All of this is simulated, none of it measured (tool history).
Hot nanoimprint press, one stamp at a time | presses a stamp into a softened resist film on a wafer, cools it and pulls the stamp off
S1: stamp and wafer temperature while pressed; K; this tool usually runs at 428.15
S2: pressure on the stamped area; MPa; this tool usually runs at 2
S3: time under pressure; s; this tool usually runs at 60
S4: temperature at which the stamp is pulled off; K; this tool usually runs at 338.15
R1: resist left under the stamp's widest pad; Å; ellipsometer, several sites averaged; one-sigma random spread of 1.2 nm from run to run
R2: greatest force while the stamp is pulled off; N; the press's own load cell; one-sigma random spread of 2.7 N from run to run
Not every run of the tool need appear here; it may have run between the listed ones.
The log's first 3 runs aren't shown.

{"run": 4, "hour": 80.5, "S1": 428.15, "S2": 2, "S3": 60, "S4": 338.15, "R1": 2011, "R2": 133}
{"hour": 96.4, "done": "plate thermocouple calibrated"}
{"run": 5, "hour": 108.3, "S1": 428.15, "S2": 2, "S3": 60, "S4": 338.15, "R1": 1813, "R2": 129}
{"run": 6, "hour": 142.7, "S1": 428.15, "S2": 2, "S3": 60, "S4": 328.15, "R1": 1813, "R2": 142}
{"run": 7, "hour": 162.2, "S1": 428.15, "S2": 2, "S3": 60, "S4": 328.15, "R1": 1821, "R2": 147}
{"run": 8, "hour": 194.0, "S1": 428.15, "S2": 2, "S3": 60, "S4": 338.15, "R1": 1816, "R2": 137}
{"run": 9, "hour": 225.3, "S1": 428.15, "S2": 2, "S3": 60, "S4": 338.15, "R1": 1841, "R2": 142}
{"run": 10, "hour": 263.4, "S1": 428.15, "S2": 2, "S3": 60, "S4": 338.15, "R1": 1853, "R2": 142}
{"run": 11, "hour": 288.6, "S1": 428.15, "S2": 2, "S3": 60, "S4": 338.15, "R1": 1869, "R2": 135}
{"hour": 314.1, "done": "stamp cleaned and given a new release coat"}
{"run": 12, "hour": 322.2, "S1": 428.15, "S2": 2, "S3": 60, "S4": 338.15, "R1": 1867, "R2": 125}
{"run": 13, "hour": 344.0, "S1": 428.15, "S2": 2, "S3": 60, "S4": 338.15, "R1": 1886, "R2": 123}
{"run": 14, "hour": 381.0, "S1": 428.15, "S2": 2, "S3": 60, "S4": 338.15, "R1": 1867, "R2": 128}
{"run": 15, "hour": 399.5, "S1": 428.15, "S2": 2, "S3": 60, "S4": 338.15, "R1": 1901, "R2": 131}
{"run": 16, "hour": 420.1, "S1": 428.15, "S2": 2, "S3": 55, "S4": 338.15, "R1": 1940, "R2": 134}
{"run": 17, "hour": 440.2, "S1": 428.15, "S2": 2, "S3": 86, "S4": 338.15, "R1": 1667, "R2": 133}
{"run": 18, "hour": 458.5, "S1": 428.15, "S2": 2.76, "S3": 49, "S4": 344.15, "R1": 1799, "R2": 125}
{"run": 19, "hour": 474.3, "S1": 428.15, "S2": 2.76, "S3": 49, "S4": 344.15, "R1": 1807, "R2": 130}
{"run": 20, "hour": 497.4, "S1": 428.15, "S2": 2.76, "S3": 32, "S4": 344.15, "R1": 2066, "R2": 126}
{"run": 21, "hour": 515.0, "S1": 428.15, "S2": 2.76, "S3": 32, "S4": 344.15, "R1": 2093, "R2": 127}
{"run": 22, "hour": 547.1, "S1": 428.15, "S2": 2.21, "S3": 32, "S4": 344.15, "R1": 2230, "R2": 130}

What does the tool deliver on the next run?
{"run": 23, "hour": 576.2, "S1": 428.15, "S2": 2.21, "S3": 32, "S4": 344.15, "R1": "?", "R2": "?"}

{"run 23": {"R1": 2250, "R2": 136}}
Minus the tool's unlogged condition, the same run would have read R1 2128 Å, R2 120 N.
